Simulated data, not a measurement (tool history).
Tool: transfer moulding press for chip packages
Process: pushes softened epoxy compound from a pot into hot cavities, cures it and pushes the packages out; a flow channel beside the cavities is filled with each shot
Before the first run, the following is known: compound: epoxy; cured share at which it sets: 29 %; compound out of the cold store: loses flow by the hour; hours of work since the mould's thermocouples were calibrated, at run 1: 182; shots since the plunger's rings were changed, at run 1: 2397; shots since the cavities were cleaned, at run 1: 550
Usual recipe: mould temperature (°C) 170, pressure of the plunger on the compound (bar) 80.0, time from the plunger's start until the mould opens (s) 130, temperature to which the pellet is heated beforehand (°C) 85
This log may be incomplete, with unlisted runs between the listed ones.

| run | hour | mould temperature (°C) | pressure of the plunger on the compound (bar) | time from the plunger's start until the mould opens (s) | temperature to which the pellet is heated beforehand (°C) | hours of work since the mould's thermocouples were calibrated | shots since the plunger's rings were changed | shots since the cavities were cleaned | incoming compound's hours out of the cold store | length that the compound runs in the flow channel (mm) | greatest force on the pins that push the packages out (N) |
|---|---|---|---|---|---|---|---|---|---|---|---|
| 1 | 0.0 | 170 | 80.0 | 130 | 85 | 182 | 2397 | 550 | 34.7 | 810 | 303 |
|  | 23.1 | cavities cleaned with cleaning compound and waxed |
| 2 | 24.3 | 170 | 80.0 | 130 | 85 | 192 | 2545 | 8 | 47.7 | 759 | 348 |
| 3 | 47.0 | 170 | 80.0 | 130 | 85 | 202 | 2693 | 156 | 9.4 | 898 | 380 |
| 4 | 59.5 | 170 | 80.0 | 130 | 85 | 208 | 2774 | 237 | 13.9 | 886 | 343 |
| 5 | 80.9 | 170 | 80.0 | 130 | 85 | 217 | 2913 | 376 | 43.4 | 772 | 355 |
| 6 | 95.8 | 170 | 80.0 | 130 | 85 | 224 | 3010 | 473 | 34.2 | 802 | 344 |
|  | 101.9 | cavities cleaned with cleaning compound and waxed, once more |
| 7 | 114.5 | 170 | 70.2 | 130 | 85 | 232 | 3121 | 81 | 14.1 | 825 | 244 |
| 8 | 133.6 | 170 | 70.2 | 130 | 85 | 240 | 3246 | 206 | 15.0 | 812 | 261 |
| 9 | 154.3 | 170 | 70.2 | 130 | 85 | 250 | 3380 | 340 | 25.4 | 787 | 287 |
| 10 | 165.0 | 170 | 70.2 | 130 | 85 | 254 | 3450 | 410 | 35.5 | 739 | 295 |
| 11 | 178.8 | 170 | 78.3 | 130 | 85 | 261 | 3540 | 500 | 16.8 | 851 | 309 |
| 12 | 201.1 | 170 | 78.3 | 130 | 85 | 271 | 3685 | 645 | 44.4 | 759 | 314 |
|  | 210.1 | cavities cleaned with cleaning compound and waxed |
| 13 | 223.0 | 170 | 80.0 | 130 | 85 | 280 | 3817 | 84 | 29.9 | 800 | 231 |
| 14 | 244.8 | 170 | 80.0 | 130 | 85 | 289 | 3958 | 225 | 27.0 | 811 | 279 |
| 15 | 261.3 | 170 | 61.2 | 130 | 78 | 297 | 4066 | 333 | 14.7 | 754 | 304 |
| 16 | 272.0 | 170 | 61.2 | 130 | 78 | 301 | 4135 | 402 | 34.0 | 691 | 290 |
| 17 | 289.9 | 170 | 61.2 | 130 | 78 | 309 | 4252 | 519 | 38.6 | 668 | 312 |
| 18 | 302.3 | 163 | 87.0 | 130 | 77 | 315 | 4332 | 599 | 22.5 | 872 | 460 |
| 19 | 312.9 | 170 | 74.7 | 130 | 95 | 320 | 4401 | 668 | 32.9 | 764 | 305 |
|  | 317.1 | cavities cleaned with cleaning compound and waxed |
| 20 | 327.4 | 170 | 90.7 | 130 | 80 | 326 | 4486 | 67 | 13.3 | 912 | 247 |
| 21 | 348.6 | 170 | 90.7 | 150 | 80 | 335 | 4624 | 205 | 36.4 | 823 | 238 |
| 22 | 362.5 | 170 | 90.7 | 150 | 80 | 341 | 4714 | 295 | 47.8 | 778 | 254 |
| 23 | 386.6 | 170 | 90.7 | 150 | 80 | 352 | 4871 | 452 | 39.2 | 811 | 271 |
| 24 | 407.5 | 166 | 80.0 | 154 | 85 | 361 | 5006 | 587 | 9.4 | 878 | 312 |
|  | 418.5 | mould's thermocouples calibrated |
|  | 426.4 | cavities cleaned with cleaning compound and waxed |
| 25 | 426.4 | 170 | 80.0 | 118 | 85 | 3 | 5106 | 0 | 12.8 | 845 | 229 |
| 26 | 442.1 | 170 | 61.7 | 149 | 85 | 10 | 5209 | 103 | 10.8 | 743 | 219 |
| 27 | 452.7 | 164 | 80.7 | 130 | 85 | 15 | 5277 | 171 | 8.4 | 880 | 328 |

Here are 5 independent what-if runs from the current tool condition. What would each one return?
| A | 467.6 | 174 | 80.7 | 130 | 83 | 21 | 5374 | 268 | 18.1 | ? | ? |
| B | 467.6 | 170 | 67.1 | 168 | 92 | 21 | 5374 | 268 | 11.8 | ? | ? |
| C | 467.6 | 169 | 67.8 | 130 | 93 | 21 | 5374 | 268 | 43.6 | ? | ? |
| D | 467.6 | 167 | 81.0 | 130 | 76 | 21 | 5374 | 268 | 27.4 | ? | ? |
| E | 467.6 | 174 | 80.7 | 130 | 92 | 21 | 5374 | 268 | 30.5 | ? | ? |

| run | length that the compound runs in the flow channel (mm) | greatest force on the pins that push the packages out (N) |
|---|---|---|
| A | 819 | 250 |
| B | 770 | 233 |
| C | 678 | 267 |
| D | 799 | 296 |
| E | 765 | 240 |
The same runs, with their run-to-run variation unchanged, on a tool lacking any hidden condition would have given:
| run | length that the compound runs in the flow channel (mm) | greatest force on the pins that push the packages out (N) |
|---|---|---|
| A | 914 | 192 |
| B | 860 | 176 |
| C | 757 | 205 |
| D | 891 | 228 |
| E | 853 | 182 |
